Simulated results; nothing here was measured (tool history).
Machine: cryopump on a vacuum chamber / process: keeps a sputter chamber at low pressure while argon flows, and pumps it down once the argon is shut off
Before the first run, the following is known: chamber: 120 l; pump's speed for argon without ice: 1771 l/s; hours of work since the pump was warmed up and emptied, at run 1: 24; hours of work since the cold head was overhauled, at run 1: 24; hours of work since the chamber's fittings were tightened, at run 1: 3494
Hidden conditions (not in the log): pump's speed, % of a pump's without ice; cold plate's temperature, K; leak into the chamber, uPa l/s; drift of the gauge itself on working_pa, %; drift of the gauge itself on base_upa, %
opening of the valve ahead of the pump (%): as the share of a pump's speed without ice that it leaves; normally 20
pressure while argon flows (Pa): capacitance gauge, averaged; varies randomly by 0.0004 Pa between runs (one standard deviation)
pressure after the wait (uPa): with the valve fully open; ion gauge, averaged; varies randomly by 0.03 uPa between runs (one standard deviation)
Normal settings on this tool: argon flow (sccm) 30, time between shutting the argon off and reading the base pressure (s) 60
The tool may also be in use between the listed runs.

run,hour,argon flow (sccm),time between shutting the argon off and reading the base pressure (s),opening of the valve ahead of the pump (%),hours of work since the pump was warmed up and emptied,hours of work since the cold head was overhauled,hours of work since the chamber's fittings were tightened,pressure while argon flows (Pa),pressure after the wait (uPa)
1,0.0,30,60,20,24,24,3494,0.1439,2.06
2,14.5,23,60,20,35,35,3504,0.1109,2.11
3,30.7,23,60,20,46,46,3516,0.1103,2.09
4,38.3,23,60,20,52,52,3522,0.1103,2.06
5,46.8,23,60,20,58,58,3528,0.1102,2.05
6,56.3,23,60,20,65,65,3535,0.1104,2.08
7,72.9,30,60,20,77,77,3547,0.1436,2.05
8,88.1,30,60,39,89,89,3558,0.0737,2.10
9,99.5,43,60,20,97,97,3567,0.2070,2.12
10,111.5,43,60,20,106,106,3576,0.2061,2.09
11,124.8,43,60,20,116,116,3585,0.2067,2.02
12,136.9,30,60,20,124,124,3594,0.1451,2.12
13,145.3,30,60,20,131,131,3600,0.1441,2.09
14,155.9,30,60,20,138,138,3608,0.1447,2.13
15,173.2,44,28,20,151,151,3621,0.2117,3.66
16,185.2,58,60,16,160,160,3630,0.3491,2.12
17,197.2,30,83,20,169,169,3639,0.1452,1.71
18,208.2,30,83,20,177,177,3647,0.1444,1.76
19,225.0,23,60,20,189,189,3659,0.1114,2.10
20,237.9,17,59,42,199,199,3669,0.0395,2.19
21,248.2,17,59,42,206,206,3676,0.0398,2.13
22,264.8,30,30,20,218,218,3688,0.1456,3.39
23,273.9,48,49,16,225,225,3695,0.2895,2.43
24,283.9,48,49,16,232,232,3702,0.2903,2.38
25,300.2,30,21,21,244,244,3714,0.1392,4.66
26,308.3,30,21,21,250,250,3720,0.1386,4.54

Selected run-to-run steps in pressure while argon flows (Pa), each split into two signed amounts: the part the tool would show with no hidden state at all (from settings, incoming material and random variation), and the remainder, which goes to the hidden state together with any gauge scatter not common to the measured and the hidden-state-free results:
Run 16 -> 17: argon flow (sccm) 58 -> 30, time between shutting the argon off and reading the base pressure (s) 60 -> 83, opening of the valve ahead of the pump (%) 16 -> 20. pressure while argon flows (Pa) -0.2039: hidden state -0.0013, all else -0.2026.
Run 22 -> 23: argon flow (sccm) 30 -> 48, time between shutting the argon off and reading the base pressure (s) 30 -> 49, opening of the valve ahead of the pump (%) 20 -> 16. pressure while argon flows (Pa) +0.1439: hidden state +0.0012, all else +0.1427.
Run 24 -> 25: argon flow (sccm) 48 -> 30, time between shutting the argon off and reading the base pressure (s) 49 -> 21, opening of the valve ahead of the pump (%) 16 -> 21. pressure while argon flows (Pa) -0.1511: hidden state -0.0011, all else -0.1500.
